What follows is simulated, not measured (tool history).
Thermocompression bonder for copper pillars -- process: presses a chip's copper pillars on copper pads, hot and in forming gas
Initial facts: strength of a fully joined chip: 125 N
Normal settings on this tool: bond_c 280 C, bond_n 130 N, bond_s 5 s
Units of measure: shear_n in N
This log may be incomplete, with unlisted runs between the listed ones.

run,hour,bond_c,bond_n,bond_s,shear_n
1,0,280,130,5,61.9
2,27.4,280,130,5,63
3,60.5,280,130,5,62
# hour 96.8: forming gas filter changed
4,98.9,280,130,5,65.4
5,119.5,280,189,5,81
6,152.5,280,189,5,82.3
7,174.7,280,189,5,80.5
8,196.2,280,189,5,80.4
9,217.6,280,130,5,63.5
10,235.9,280,130,5,64.3
# hour 267.4: heater calibrated with a thermocouple chip
11,273.2,280,130,5,65.5
12,308.6,280,130,5,65
13,327.8,251,111,5,41.7
14,359.6,251,111,5,41
15,385.9,280,130,4,59.4
16,405.7,280,130,4,60.2
# hour 433.9: heater calibrated with a thermocouple chip, once more
17,438.1,283,163,4,66.3
18,479.8,266,130,5,50.5
19,504.1,284,130,4,57.7
20,526.5,266,111,4,41.4
# hour 545.2: forming gas filter changed
21,571.8,266,111,4,43.3

Below, some changes in shear_n between adjacent runs. For each, the amount present without the hidden state too (settings, incoming material, random variation) and the amount remaining for the hidden state with gauge scatter not shared by both compared results:
Hidden conditions of the tool in this case: true temperature of the bond over the reading, C; force that reaches the chip, % of what is set; oxide that the forming gas leaves, % of the face; drift of the gauge itself on shear_n, %.
Run 3 -> 4: forming gas filter changed. shear_n +3.4 N: hidden state +2.9, all else +0.5.
Run 12 -> 13: bond_c 280 -> 251, bond_n 130 -> 111. shear_n -23.3 N: hidden state +0.6, all else -23.9.
Run 14 -> 15: bond_c 251 -> 280, bond_n 111 -> 130, bond_s 5 -> 4. shear_n +18.4 N: hidden state -0.9, all else +19.3.
Run 16 -> 17: bond_c 280 -> 283, bond_n 130 -> 163, heater calibrated with a thermocouple chip, once more. shear_n +6.1 N: hidden state -5.2, all else +11.3.
